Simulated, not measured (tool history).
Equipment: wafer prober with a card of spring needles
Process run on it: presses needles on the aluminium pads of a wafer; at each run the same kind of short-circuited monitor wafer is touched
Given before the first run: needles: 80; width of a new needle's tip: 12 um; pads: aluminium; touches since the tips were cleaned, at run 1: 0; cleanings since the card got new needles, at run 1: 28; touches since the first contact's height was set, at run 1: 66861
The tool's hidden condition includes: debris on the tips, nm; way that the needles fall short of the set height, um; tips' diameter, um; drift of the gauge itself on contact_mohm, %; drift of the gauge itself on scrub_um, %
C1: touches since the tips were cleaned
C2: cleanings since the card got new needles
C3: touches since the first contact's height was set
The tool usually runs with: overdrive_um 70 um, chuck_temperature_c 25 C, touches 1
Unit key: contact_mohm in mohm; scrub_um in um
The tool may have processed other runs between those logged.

run 1 hour=0.0 | overdrive_um=70 chuck_temperature_c=25 touches=1 | C1=0 C2=28 C3=66861 | contact_mohm=136 scrub_um=14.64
run 2 hour=11.4 | overdrive_um=70 chuck_temperature_c=25 touches=1 | C1=4263 C2=28 C3=71124 | contact_mohm=135 scrub_um=14.65
-- hour=25.8 tips cleaned on abrasive film
run 3 hour=34.2 | overdrive_um=70 chuck_temperature_c=25 touches=1 | C1=3139 C2=29 C3=79604 | contact_mohm=135 scrub_um=14.63
-- hour=51.0 tips cleaned on abrasive film
run 4 hour=57.7 | overdrive_um=70 chuck_temperature_c=25 touches=1 | C1=2485 C2=30 C3=88348 | contact_mohm=136 scrub_um=14.55
-- hour=75.5 tips cleaned on abrasive film
run 5 hour=76.3 | overdrive_um=70 chuck_temperature_c=25 touches=1 | C1=305 C2=31 C3=95262 | contact_mohm=139 scrub_um=14.63
run 6 hour=97.6 | overdrive_um=70 chuck_temperature_c=25 touches=1 | C1=8268 C2=31 C3=103225 | contact_mohm=133 scrub_um=14.68
-- hour=100.1 tips cleaned on abrasive film
run 7 hour=114.2 | overdrive_um=61 chuck_temperature_c=25 touches=1 | C1=5265 C2=32 C3=109381 | contact_mohm=140 scrub_um=12.80
-- hour=125.3 tips cleaned on abrasive film
-- hour=125.6 height of the first contact set anew
run 8 hour=131.9 | overdrive_um=61 chuck_temperature_c=25 touches=1 | C1=2333 C2=33 C3=2333 | contact_mohm=138 scrub_um=12.76
-- hour=150.0 tips cleaned on abrasive film
run 9 hour=154.0 | overdrive_um=61 chuck_temperature_c=25 touches=1 | C1=1516 C2=34 C3=10580 | contact_mohm=137 scrub_um=12.72
run 10 hour=164.6 | overdrive_um=70 chuck_temperature_c=25 touches=1 | C1=5449 C2=34 C3=14513 | contact_mohm=139 scrub_um=14.68
-- hour=174.8 tips cleaned on abrasive film
run 11 hour=176.6 | overdrive_um=70 chuck_temperature_c=25 touches=1 | C1=651 C2=35 C3=18969 | contact_mohm=133 scrub_um=14.58
run 12 hour=190.8 | overdrive_um=70 chuck_temperature_c=43 touches=1 | C1=5959 C2=35 C3=24277 | contact_mohm=140 scrub_um=14.58
-- hour=200.6 tips cleaned on abrasive film
run 13 hour=210.2 | overdrive_um=70 chuck_temperature_c=43 touches=1 | C1=3578 C2=36 C3=31498 | contact_mohm=139 scrub_um=14.60
-- hour=225.2 tips cleaned on abrasive film
run 14 hour=227.4 | overdrive_um=78 chuck_temperature_c=43 touches=1 | C1=825 C2=37 C3=37882 | contact_mohm=139 scrub_um=16.29
run 15 hour=245.1 | overdrive_um=78 chuck_temperature_c=43 touches=1 | C1=7463 C2=37 C3=44520 | contact_mohm=140 scrub_um=16.29
-- hour=249.4 tips cleaned on abrasive film
run 16 hour=260.8 | overdrive_um=70 chuck_temperature_c=31 touches=1 | C1=4285 C2=38 C3=50355 | contact_mohm=139 scrub_um=14.65
-- hour=273.8 tips cleaned on abrasive film
run 17 hour=277.7 | overdrive_um=70 chuck_temperature_c=25 touches=2 | C1=1473 C2=39 C3=56614 | contact_mohm=134 scrub_um=14.63
run 18 hour=291.8 | overdrive_um=63 chuck_temperature_c=25 touches=1 | C1=6758 C2=39 C3=61899 | contact_mohm=137 scrub_um=13.19
-- hour=298.6 tips cleaned on abrasive film
run 19 hour=311.1 | overdrive_um=63 chuck_temperature_c=25 touches=2 | C1=4648 C2=40 C3=69051 | contact_mohm=138 scrub_um=13.21
-- hour=323.3 tips cleaned on abrasive film
run 20 hour=329.2 | overdrive_um=63 chuck_temperature_c=25 touches=2 | C1=2203 C2=41 C3=75799 | contact_mohm=137 scrub_um=13.15
-- hour=349.1 tips cleaned on abrasive film
run 21 hour=354.3 | overdrive_um=71 chuck_temperature_c=55 touches=1 | C1=1924 C2=42 C3=85134 | contact_mohm=142 scrub_um=14.82
run 22 hour=367.5 | overdrive_um=56 chuck_temperature_c=45 touches=1 | C1=6855 C2=42 C3=90065 | contact_mohm=141 scrub_um=11.70
-- hour=373.8 tips cleaned on abrasive film
run 23 hour=378.1 | overdrive_um=72 chuck_temperature_c=45 touches=1 | C1=1609 C2=43 C3=94008 | contact_mohm=144 scrub_um=15.11
-- hour=398.0 tips cleaned on abrasive film
run 24 hour=399.7 | overdrive_um=72 chuck_temperature_c=45 touches=1 | C1=660 C2=44 C3=102047 | contact_mohm=141 scrub_um=15.02
-- hour=422.6 tips cleaned on abrasive film
run 25 hour=424.3 | overdrive_um=70 chuck_temperature_c=74 touches=1 | C1=649 C2=45 C3=111190 | contact_mohm=140 scrub_um=14.65
-- hour=431.2 height of the first contact set anew
-- hour=447.5 tips cleaned on abrasive film
run 26 hour=447.5 | overdrive_um=70 chuck_temperature_c=25 touches=2 | C1=0 C2=46 C3=6052 | contact_mohm=136 scrub_um=14.59
run 27 hour=462.5 | overdrive_um=70 chuck_temperature_c=25 touches=2 | C1=5596 C2=46 C3=11648 | contact_mohm=136 scrub_um=14.59
-- hour=471.8 tips cleaned on abrasive film
run 28 hour=488.2 | overdrive_um=70 chuck_temperature_c=56 touches=1 | C1=6112 C2=47 C3=21213 | contact_mohm=144 scrub_um=14.70
-- hour=497.7 tips cleaned on abrasive film
run 29 hour=506.4 | overdrive_um=70 chuck_temperature_c=56 touches=1 | C1=3240 C2=48 C3=27988 | contact_mohm=143 scrub_um=14.67
-- hour=522.1 tips cleaned on abrasive film
run 30 hour=531.8 | overdrive_um=70 chuck_temperature_c=44 touches=1 | C1=3642 C2=49 C3=37454 | contact_mohm=139 scrub_um=14.56
run 31 hour=543.1 | overdrive_um=70 chuck_temperature_c=44 touches=1 | C1=7871 C2=49 C3=41683 | contact_mohm=141 scrub_um=14.65
-- hour=546.9 tips cleaned on abrasive film
run 32 hour=564.7 | overdrive_um=70 chuck_temperature_c=44 touches=1 | C1=6674 C2=50 C3=49730 | contact_mohm=136 scrub_um=14.63
-- hour=571.5 tips cleaned on abrasive film
run 33 hour=576.5 | overdrive_um=75 chuck_temperature_c=25 touches=2 | C1=1897 C2=51 C3=54098 | contact_mohm=138 scrub_um=15.62
-- hour=596.8 tips cleaned on abrasive film
run 34 hour=598.4 | overdrive_um=75 chuck_temperature_c=25 touches=2 | C1=594 C2=52 C3=62232 | contact_mohm=134 scrub_um=15.66

What if the next run were any one of these 3? Each begins from the tool's condition after run 34:
-- hour=620.7 tips cleaned on abrasive film
run A hour=620.7 | overdrive_um=70 chuck_temperature_c=44 touches=1 | C1=0 C2=53 C3=70540 | contact_mohm=? scrub_um=?
-- hour=620.7 tips cleaned on abrasive film
run B hour=620.7 | overdrive_um=84 chuck_temperature_c=25 touches=2 | C1=0 C2=53 C3=70540 | contact_mohm=? scrub_um=?
-- hour=620.7 tips cleaned on abrasive film
run C hour=620.7 | overdrive_um=75 chuck_temperature_c=72 touches=2 | C1=0 C2=53 C3=70540 | contact_mohm=? scrub_um=?

run=A contact_mohm=140 scrub_um=14.59
run=B contact_mohm=134 scrub_um=17.56
run=C contact_mohm=142 scrub_um=15.76
The same runs, with their run-to-run variation unchanged, on a tool lacking any hidden condition would have given:
run=A contact_mohm=140 scrub_um=14.59
run=B contact_mohm=134 scrub_um=17.56
run=C contact_mohm=142 scrub_um=15.76

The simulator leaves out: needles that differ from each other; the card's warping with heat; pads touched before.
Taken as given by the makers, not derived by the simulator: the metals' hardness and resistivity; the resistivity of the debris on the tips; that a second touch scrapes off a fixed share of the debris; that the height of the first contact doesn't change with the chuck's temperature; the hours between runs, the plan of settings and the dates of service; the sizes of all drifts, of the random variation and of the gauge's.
